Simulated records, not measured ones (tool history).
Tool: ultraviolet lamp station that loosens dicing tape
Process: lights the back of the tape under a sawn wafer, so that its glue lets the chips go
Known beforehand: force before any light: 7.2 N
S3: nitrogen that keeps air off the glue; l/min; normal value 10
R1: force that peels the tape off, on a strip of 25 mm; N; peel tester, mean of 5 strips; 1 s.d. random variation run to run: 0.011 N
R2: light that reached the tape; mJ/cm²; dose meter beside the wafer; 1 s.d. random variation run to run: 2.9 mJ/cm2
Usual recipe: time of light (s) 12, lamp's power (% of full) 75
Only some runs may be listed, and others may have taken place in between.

run 1 hour=0 | time_of_light_(s)=12 lamp's_power_(%_of_full)=75 S3=10 | R1=0.599 R2=395
run 2 hour=8.8 | time_of_light_(s)=6 lamp's_power_(%_of_full)=75 S3=10 | R1=1.819 R2=194
run 3 hour=16.1 | time_of_light_(s)=12 lamp's_power_(%_of_full)=75 S3=4 | R1=1.143 R2=393
run 4 hour=25.5 | time_of_light_(s)=12 lamp's_power_(%_of_full)=75 S3=4 | R1=1.204 R2=395
run 5 hour=33.6 | time_of_light_(s)=12 lamp's_power_(%_of_full)=75 S3=4 | R1=1.177 R2=396
run 6 hour=41 | time_of_light_(s)=12 lamp's_power_(%_of_full)=75 S3=10 | R1=0.608 R2=389
run 7 hour=48 | time_of_light_(s)=12 lamp's_power_(%_of_full)=77 S3=10 | R1=0.559 R2=405
run 8 hour=59.5 | time_of_light_(s)=12 lamp's_power_(%_of_full)=75 S3=10 | R1=0.6 R2=390
run 9 hour=65.2 | time_of_light_(s)=12 lamp's_power_(%_of_full)=75 S3=10 | R1=0.597 R2=391
run 10 hour=72.5 | time_of_light_(s)=12 lamp's_power_(%_of_full)=75 S3=10 | R1=0.601 R2=384
run 11 hour=80.9 | time_of_light_(s)=15 lamp's_power_(%_of_full)=75 S3=10 | R1=0.397 R2=481
run 12 hour=91 | time_of_light_(s)=15 lamp's_power_(%_of_full)=75 S3=10 | R1=0.389 R2=485
run 13 hour=96.5 | time_of_light_(s)=15 lamp's_power_(%_of_full)=75 S3=10 | R1=0.402 R2=484
run 14 hour=104.6 | time_of_light_(s)=8 lamp's_power_(%_of_full)=75 S3=10 | R1=1.315 R2=258
run 15 hour=115.4 | time_of_light_(s)=9 lamp's_power_(%_of_full)=75 S3=10 | R1=1.07 R2=289
run 16 hour=125.7 | time_of_light_(s)=12 lamp's_power_(%_of_full)=75 S3=10 | R1=0.625 R2=382
run 17 hour=138.5 | time_of_light_(s)=12 lamp's_power_(%_of_full)=60 S3=10 | R1=0.973 R2=305
run 18 hour=147.3 | time_of_light_(s)=12 lamp's_power_(%_of_full)=75 S3=14 | R1=0.499 R2=374
-- hour=148.7 window cleaned of glue's vapour
run 19 hour=153.8 | time_of_light_(s)=8 lamp's_power_(%_of_full)=75 S3=10 | R1=1.397 R2=244
run 20 hour=159 | time_of_light_(s)=12 lamp's_power_(%_of_full)=66 S3=10 | R1=0.861 R2=321
-- hour=167.8 window cleaned of glue's vapour, once more
run 21 hour=170 | time_of_light_(s)=12 lamp's_power_(%_of_full)=66 S3=10 | R1=0.761 R2=344
run 22 hour=176 | time_of_light_(s)=6 lamp's_power_(%_of_full)=82 S3=10 | R1=1.649 R2=216
run 23 hour=182 | time_of_light_(s)=20 lamp's_power_(%_of_full)=75 S3=7 | R1=0.296 R2=657
run 24 hour=189.4 | time_of_light_(s)=7 lamp's_power_(%_of_full)=75 S3=4 | R1=2.395 R2=230
run 25 hour=201.4 | time_of_light_(s)=7 lamp's_power_(%_of_full)=75 S3=4 | R1=2.359 R2=227
run 26 hour=212.1 | time_of_light_(s)=7 lamp's_power_(%_of_full)=75 S3=4 | R1=2.48 R2=229
run 27 hour=217.9 | time_of_light_(s)=7 lamp's_power_(%_of_full)=75 S3=4 | R1=2.431 R2=223
run 28 hour=229.4 | time_of_light_(s)=18 lamp's_power_(%_of_full)=82 S3=4 | R1=0.473 R2=634
run 29 hour=241.5 | time_of_light_(s)=16 lamp's_power_(%_of_full)=94 S3=6 | R1=0.36 R2=642
run 30 hour=249.3 | time_of_light_(s)=16 lamp's_power_(%_of_full)=94 S3=6 | R1=0.358 R2=642
run 31 hour=256.7 | time_of_light_(s)=14 lamp's_power_(%_of_full)=73 S3=10 | R1=0.48 R2=431
run 32 hour=268.7 | time_of_light_(s)=13 lamp's_power_(%_of_full)=92 S3=3 | R1=0.978 R2=505
run 33 hour=277.8 | time_of_light_(s)=13 lamp's_power_(%_of_full)=92 S3=3 | R1=0.962 R2=500
run 34 hour=283.1 | time_of_light_(s)=9 lamp's_power_(%_of_full)=92 S3=3 | R1=1.741 R2=344
run 35 hour=291.1 | time_of_light_(s)=21 lamp's_power_(%_of_full)=75 S3=10 | R1=0.256 R2=666
run 36 hour=296.8 | time_of_light_(s)=21 lamp's_power_(%_of_full)=75 S3=10 | R1=0.26 R2=657
run 37 hour=309.4 | time_of_light_(s)=21 lamp's_power_(%_of_full)=75 S3=10 | R1=0.238 R2=651
run 38 hour=317.7 | time_of_light_(s)=7 lamp's_power_(%_of_full)=75 S3=10 | R1=1.561 R2=214
run 39 hour=329 | time_of_light_(s)=10 lamp's_power_(%_of_full)=75 S3=14 | R1=0.755 R2=307
run 40 hour=340.8 | time_of_light_(s)=12 lamp's_power_(%_of_full)=89 S3=10 | R1=0.49 R2=436
run 41 hour=353.5 | time_of_light_(s)=15 lamp's_power_(%_of_full)=61 S3=10 | R1=0.661 R2=369
run 42 hour=361.4 | time_of_light_(s)=12 lamp's_power_(%_of_full)=60 S3=15 | R1=0.798 R2=296

Consider 3 possible next runs. They are alternatives, not a sequence: every one starts from the tool as it was left by run 42. What does each give?
run A hour=367.8 | time_of_light_(s)=7 lamp's_power_(%_of_full)=94 S3=8 | R1=? R2=?
run B hour=367.8 | time_of_light_(s)=12 lamp's_power_(%_of_full)=75 S3=4 | R1=? R2=?
run C hour=367.8 | time_of_light_(s)=12 lamp's_power_(%_of_full)=89 S3=15 | R1=? R2=?

run=A R1=1.338 R2=265
run=B R1=1.307 R2=367
run=C R1=0.366 R2=440
Take away the tool's hidden state, keep each run's random variation, and the runs would have read:
run=A R1=1.064 R2=305
run=B R1=1.035 R2=423
run=C R1=0.289 R2=507

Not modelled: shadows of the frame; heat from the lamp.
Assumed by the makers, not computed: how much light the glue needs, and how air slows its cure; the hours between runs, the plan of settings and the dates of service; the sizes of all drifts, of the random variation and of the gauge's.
